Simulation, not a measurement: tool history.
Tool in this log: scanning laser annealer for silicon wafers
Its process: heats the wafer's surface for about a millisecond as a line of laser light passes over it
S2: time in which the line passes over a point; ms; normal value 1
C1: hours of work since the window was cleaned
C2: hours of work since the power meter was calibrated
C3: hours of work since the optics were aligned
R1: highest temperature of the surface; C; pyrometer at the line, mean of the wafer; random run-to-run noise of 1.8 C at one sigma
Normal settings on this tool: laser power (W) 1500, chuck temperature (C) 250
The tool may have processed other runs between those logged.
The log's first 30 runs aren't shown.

run 31 day=9.425 | laser_power_(W)=1517 S2=0.91 chuck_temperature_(C)=250 | C1=309 C2=47 C3=1075 | R1=929
run 32 day=9.604 | laser_power_(W)=1517 S2=0.91 chuck_temperature_(C)=250 | C1=312 C2=50 C3=1078 | R1=930
run 33 day=9.983 | laser_power_(W)=1517 S2=1.12 chuck_temperature_(C)=243 | C1=319 C2=57 C3=1085 | R1=1003
run 34 day=10.362 | laser_power_(W)=1388 S2=0.81 chuck_temperature_(C)=250 | C1=325 C2=64 C3=1092 | R1=823
run 35 day=10.721 | laser_power_(W)=1388 S2=0.81 chuck_temperature_(C)=250 | C1=332 C2=70 C3=1098 | R1=821
-- day=10.871 window over the wafer cleaned
run 36 day=11.012 | laser_power_(W)=1388 S2=0.81 chuck_temperature_(C)=250 | C1=3 C2=74 C3=1102 | R1=852
run 37 day=11.321 | laser_power_(W)=1585 S2=0.85 chuck_temperature_(C)=250 | C1=8 C2=79 C3=1107 | R1=976
run 38 day=11.562 | laser_power_(W)=1585 S2=0.85 chuck_temperature_(C)=250 | C1=12 C2=84 C3=1112 | R1=973
run 39 day=11.738 | laser_power_(W)=1585 S2=0.85 chuck_temperature_(C)=250 | C1=16 C2=87 C3=1115 | R1=972
run 40 day=12.079 | laser_power_(W)=1585 S2=0.85 chuck_temperature_(C)=250 | C1=22 C2=93 C3=1121 | R1=970

Below are 4 alternative next runs, each starting from the tool's condition after run 40. Predict each:
run A day=12.358 | laser_power_(W)=1500 S2=0.96 chuck_temperature_(C)=250 | C1=27 C2=98 C3=1126 | R1=?
run B day=12.358 | laser_power_(W)=1300 S2=0.85 chuck_temperature_(C)=250 | C1=27 C2=98 C3=1126 | R1=?
run C day=12.358 | laser_power_(W)=1559 S2=0.82 chuck_temperature_(C)=250 | C1=27 C2=98 C3=1126 | R1=?
run D day=12.358 | laser_power_(W)=1585 S2=0.85 chuck_temperature_(C)=257 | C1=27 C2=98 C3=1126 | R1=?

run=A R1=969
run=B R1=816
run=C R1=942
run=D R1=981
What these runs would have given with no unlogged condition in the tool:
run=A R1=986
run=B R1=830
run=C R1=959
run=D R1=998
